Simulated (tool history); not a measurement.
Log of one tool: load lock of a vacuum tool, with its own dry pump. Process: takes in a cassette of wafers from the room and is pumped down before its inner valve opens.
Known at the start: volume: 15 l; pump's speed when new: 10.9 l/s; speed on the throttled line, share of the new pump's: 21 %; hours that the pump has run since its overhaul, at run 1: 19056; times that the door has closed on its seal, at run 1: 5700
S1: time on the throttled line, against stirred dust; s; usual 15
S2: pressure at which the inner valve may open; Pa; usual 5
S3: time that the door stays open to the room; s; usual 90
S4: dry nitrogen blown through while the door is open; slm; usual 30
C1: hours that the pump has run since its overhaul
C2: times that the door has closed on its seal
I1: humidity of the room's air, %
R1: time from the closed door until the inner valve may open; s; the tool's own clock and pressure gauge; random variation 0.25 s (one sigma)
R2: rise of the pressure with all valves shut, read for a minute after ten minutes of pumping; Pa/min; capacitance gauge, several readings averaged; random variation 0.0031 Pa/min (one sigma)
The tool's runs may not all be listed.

run,hour,S1,S2,S3,S4,C1,C2,I1,R1,R2
1,0,15,5,90,30,19056,5700,45.5,26.4,0.103
2,263.6,15,5,90,30,19319,6085,44.4,27.3,0.104
3,610.7,15,5,90,30,19667,6591,48,27.2,0.114
4,937.2,15,5,90,30,19993,7068,45.9,27.3,0.105
5,1272.1,15,5,90,30,20328,7557,43.9,27.3,0.107
6,1462.7,15,5,90,30,20519,7836,44.1,26.9,0.11
7,1791.8,15,5,90,30,20848,8316,43.7,27.5,0.11
8,1988.5,15,5,90,12,21044,8603,47.1,27,0.144
9,2359,15,5,90,12,21415,9144,43.4,27.5,0.144
10,2661.5,15,5,27,30,21717,9586,46.7,27.4,0.086
11,2847.6,15,5,27,30,21903,9858,47.7,27,0.083
12,3056.5,15,5,27,28,22112,10163,42.8,27.2,0.083
13,3300.4,15,5,27,28,22356,10519,41.9,26.9,0.081
14,3631.2,15,10,90,30,22687,11002,43.2,26.2,0.122
15,4006.7,15,5,90,30,23063,11550,42.8,27.3,0.125
16,4216.7,15,5,90,4,23273,11857,43.7,27.1,0.177
17,4627.5,15,5,90,30,23683,12457,45.6,27.4,0.141
18,4870.7,15,5,90,30,23926,12812,42.7,27.1,0.133
# hour 5231.5: dry pump taken out, an overhauled one fitted
19,5287.8,15,5,90,30,56,13412,45.5,25.6,0.146
20,5504.6,25,5,32,30,273,13729,44.9,33.1,0.107
21,5794.2,25,5,32,30,563,14151,44,33.4,0.117
22,6034.2,25,5,32,30,803,14502,44.8,33.7,0.117
23,6298.4,25,5,32,30,1067,14888,44.5,33.8,0.118
24,6665,25,5,32,30,1434,15423,42.1,33,0.127
25,7053,25,5,32,30,1821,15989,46.3,33.7,0.134
26,7272.7,25,5,32,30,2041,16310,45.2,33.8,0.135
27,7526.1,10,5,164,30,2295,16680,44.2,21.9,0.194
28,7756.5,11,5,40,42,2525,17017,41.8,22.6,0.136
29,8002.8,11,5,40,42,2771,17376,48.7,22.2,0.139
30,8406,11,8,40,42,3175,17965,45.1,22.1,0.139
31,8636.6,15,10,90,30,3405,18302,45.3,24.6,0.182
32,9012.6,15,7,36,42,3781,18851,43.7,25.2,0.144
33,9376,24,6,201,20,4144,19381,41.9,33.1,0.249
34,9747.1,11,5,90,6,4516,19923,41.6,22.9,0.232
35,10087.6,11,5,90,6,4856,20420,47.7,23.1,0.25
36,10374.5,11,5,90,6,5143,20839,41.3,23.2,0.236
37,10705.6,11,5,90,6,5474,21323,47.4,23.2,0.253
38,11091.5,13,5,151,30,5860,21886,43.9,24.4,0.238

Hidden state at the last listed run before each entry between runs and at the first one after, where it differs:
Between runs 18 and 19: dry pump taken out, an overhauled one fitted (hour 5231.5)
  pump's speed, % of a new pump's: 86.9 -> 100.2; leak at the door's seal, Pa l/s: 0.0178 -> 0.0188
  measured less the result without the state, R1: +1.7 -> -0.1 s; R2: +0.062 -> +0.068 Pa/min

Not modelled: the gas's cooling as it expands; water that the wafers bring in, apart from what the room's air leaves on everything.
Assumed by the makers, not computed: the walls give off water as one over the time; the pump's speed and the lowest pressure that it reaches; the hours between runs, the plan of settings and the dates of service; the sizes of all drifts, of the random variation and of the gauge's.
